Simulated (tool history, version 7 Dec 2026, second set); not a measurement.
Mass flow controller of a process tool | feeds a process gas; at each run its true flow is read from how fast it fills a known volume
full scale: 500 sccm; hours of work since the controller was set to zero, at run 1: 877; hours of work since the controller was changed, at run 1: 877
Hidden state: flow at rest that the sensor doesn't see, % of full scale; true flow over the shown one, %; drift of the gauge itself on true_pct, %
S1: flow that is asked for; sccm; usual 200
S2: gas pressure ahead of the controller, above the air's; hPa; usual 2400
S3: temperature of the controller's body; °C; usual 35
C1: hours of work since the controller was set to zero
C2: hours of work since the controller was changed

{"run": 1, "hour": 0.0, "S1": 200, "S2": 2400, "S3": 35, "C1": 877, "C2": 877, "true flow (%)": 99.51}
{"run": 2, "hour": 103.4, "S1": 200, "S2": 2400, "S3": 35, "C1": 941, "C2": 941, "true flow (%)": 99.53}
{"run": 3, "hour": 245.0, "S1": 200, "S2": 2400, "S3": 35, "C1": 1028, "C2": 1028, "true flow (%)": 99.54}
{"run": 4, "hour": 326.4, "S1": 200, "S2": 1920, "S3": 35, "C1": 1078, "C2": 1078, "true flow (%)": 99.25}
{"run": 5, "hour": 387.7, "S1": 200, "S2": 1920, "S3": 35, "C1": 1116, "C2": 1116, "true flow (%)": 99.15}
{"run": 6, "hour": 493.7, "S1": 200, "S2": 1730, "S3": 35, "C1": 1182, "C2": 1182, "true flow (%)": 99.01}
{"run": 7, "hour": 567.3, "S1": 200, "S2": 1730, "S3": 35, "C1": 1227, "C2": 1227, "true flow (%)": 99.03}
{"run": 8, "hour": 686.0, "S1": 200, "S2": 1730, "S3": 35, "C1": 1300, "C2": 1300, "true flow (%)": 99.05}
{"run": 9, "hour": 773.8, "S1": 200, "S2": 1730, "S3": 35, "C1": 1355, "C2": 1355, "true flow (%)": 99.04}
{"run": 10, "hour": 919.0, "S1": 200, "S2": 1730, "S3": 35, "C1": 1444, "C2": 1444, "true flow (%)": 99.02}
{"run": 11, "hour": 1046.1, "S1": 200, "S2": 1730, "S3": 35, "C1": 1523, "C2": 1523, "true flow (%)": 99.08}
{"run": 12, "hour": 1105.7, "S1": 200, "S2": 1730, "S3": 20, "C1": 1560, "C2": 1560, "true flow (%)": 99.5}
{"run": 13, "hour": 1239.1, "S1": 200, "S2": 1730, "S3": 20, "C1": 1642, "C2": 1642, "true flow (%)": 99.36}
{"run": 14, "hour": 1312.8, "S1": 200, "S2": 1730, "S3": 20, "C1": 1687, "C2": 1687, "true flow (%)": 99.44}
{"run": 15, "hour": 1380.3, "S1": 200, "S2": 2400, "S3": 32, "C1": 1729, "C2": 1729, "true flow (%)": 99.53}
{"run": 16, "hour": 1510.6, "S1": 200, "S2": 2400, "S3": 32, "C1": 1810, "C2": 1810, "true flow (%)": 99.61}
{"run": 17, "hour": 1643.8, "S1": 200, "S2": 2400, "S3": 32, "C1": 1892, "C2": 1892, "true flow (%)": 99.51}
{"run": 18, "hour": 1789.0, "S1": 200, "S2": 2400, "S3": 32, "C1": 1981, "C2": 1981, "true flow (%)": 99.53}
{"run": 19, "hour": 1902.3, "S1": 200, "S2": 2400, "S3": 32, "C1": 2051, "C2": 2051, "true flow (%)": 99.44}
{"run": 20, "hour": 2009.2, "S1": 200, "S2": 2400, "S3": 32, "C1": 2117, "C2": 2117, "true flow (%)": 99.5}
{"run": 21, "hour": 2081.1, "S1": 207, "S2": 2400, "S3": 35, "C1": 2162, "C2": 2162, "true flow (%)": 99.42}
{"run": 22, "hour": 2163.4, "S1": 207, "S2": 2400, "S3": 35, "C1": 2213, "C2": 2213, "true flow (%)": 99.46}
{"run": 23, "hour": 2269.4, "S1": 200, "S2": 2230, "S3": 35, "C1": 2278, "C2": 2278, "true flow (%)": 99.26}
{"run": 24, "hour": 2410.0, "S1": 133, "S2": 2550, "S3": 21, "C1": 2365, "C2": 2365, "true flow (%)": 99.68}
{"run": 25, "hour": 2511.7, "S1": 212, "S2": 2000, "S3": 22, "C1": 2428, "C2": 2428, "true flow (%)": 99.5}
{"run": 26, "hour": 2608.5, "S1": 462, "S2": 2400, "S3": 35, "C1": 2487, "C2": 2487, "true flow (%)": 99.93}
{"hour": 2617.0, "done": "controller's zero set anew"}
{"run": 27, "hour": 2694.1, "S1": 181, "S2": 1680, "S3": 30, "C1": 48, "C2": 2540, "true flow (%)": 98.87}
{"run": 28, "hour": 2817.4, "S1": 276, "S2": 1870, "S3": 30, "C1": 124, "C2": 2616, "true flow (%)": 99.33}
{"run": 29, "hour": 2948.4, "S1": 200, "S2": 2040, "S3": 35, "C1": 205, "C2": 2697, "true flow (%)": 99.06}
{"run": 30, "hour": 3019.1, "S1": 200, "S2": 1780, "S3": 35, "C1": 248, "C2": 2741, "true flow (%)": 98.91}
{"run": 31, "hour": 3079.3, "S1": 200, "S2": 1780, "S3": 35, "C1": 285, "C2": 2778, "true flow (%)": 98.95}
{"hour": 3181.2, "done": "controller's zero set anew, once more"}
{"run": 32, "hour": 3210.8, "S1": 200, "S2": 1780, "S3": 35, "C1": 18, "C2": 2859, "true flow (%)": 99.41}
{"run": 33, "hour": 3292.4, "S1": 200, "S2": 1780, "S3": 35, "C1": 69, "C2": 2909, "true flow (%)": 99.34}
{"run": 34, "hour": 3399.6, "S1": 200, "S2": 1810, "S3": 32, "C1": 135, "C2": 2975, "true flow (%)": 99.53}
{"run": 35, "hour": 3489.4, "S1": 77, "S2": 2400, "S3": 35, "C1": 190, "C2": 3031, "true flow (%)": 99.47}
{"run": 36, "hour": 3620.8, "S1": 95, "S2": 1560, "S3": 23, "C1": 271, "C2": 3112, "true flow (%)": 99.36}
{"run": 37, "hour": 3701.4, "S1": 200, "S2": 2340, "S3": 37, "C1": 321, "C2": 3162, "true flow (%)": 99.73}
{"run": 38, "hour": 3796.6, "S1": 121, "S2": 2400, "S3": 33, "C1": 380, "C2": 3220, "true flow (%)": 99.68}
{"run": 39, "hour": 3922.8, "S1": 212, "S2": 1460, "S3": 24, "C1": 458, "C2": 3298, "true flow (%)": 99.43}
{"run": 40, "hour": 4003.0, "S1": 92, "S2": 1690, "S3": 31, "C1": 507, "C2": 3348, "true flow (%)": 99.07}
{"run": 41, "hour": 4130.5, "S1": 92, "S2": 1690, "S3": 31, "C1": 586, "C2": 3427, "true flow (%)": 99.1}
{"run": 42, "hour": 4277.2, "S1": 276, "S2": 1420, "S3": 38, "C1": 677, "C2": 3517, "true flow (%)": 99.13}
{"run": 43, "hour": 4402.3, "S1": 200, "S2": 1960, "S3": 28, "C1": 754, "C2": 3594, "true flow (%)": 99.67}
{"run": 44, "hour": 4495.0, "S1": 200, "S2": 1960, "S3": 28, "C1": 811, "C2": 3652, "true flow (%)": 99.7}
{"run": 45, "hour": 4557.3, "S1": 167, "S2": 2320, "S3": 34, "C1": 850, "C2": 3690, "true flow (%)": 99.59}
{"run": 46, "hour": 4628.5, "S1": 200, "S2": 2400, "S3": 30, "C1": 894, "C2": 3734, "true flow (%)": 99.89}

3 ways to go on from here, each from the tool as it stands after run 46. What would each give?
{"run": "A", "hour": 4722.2, "S1": 83, "S2": 1680, "S3": 30, "C1": 951, "C2": 3792, "true flow (%)": "?"}
{"run": "B", "hour": 4722.2, "S1": 240, "S2": 2400, "S3": 30, "C1": 951, "C2": 3792, "true flow (%)": "?"}
{"run": "C", "hour": 4722.2, "S1": 200, "S2": 1870, "S3": 24, "C1": 951, "C2": 3792, "true flow (%)": "?"}

run=A true_flow_(%)=98.86
run=B true_flow_(%)=99.98
run=C true_flow_(%)=99.72
Without the tool's hidden state the same runs would have given:
run=A true_flow_(%)=99.23
run=B true_flow_(%)=99.90
run=C true_flow_(%)=99.69
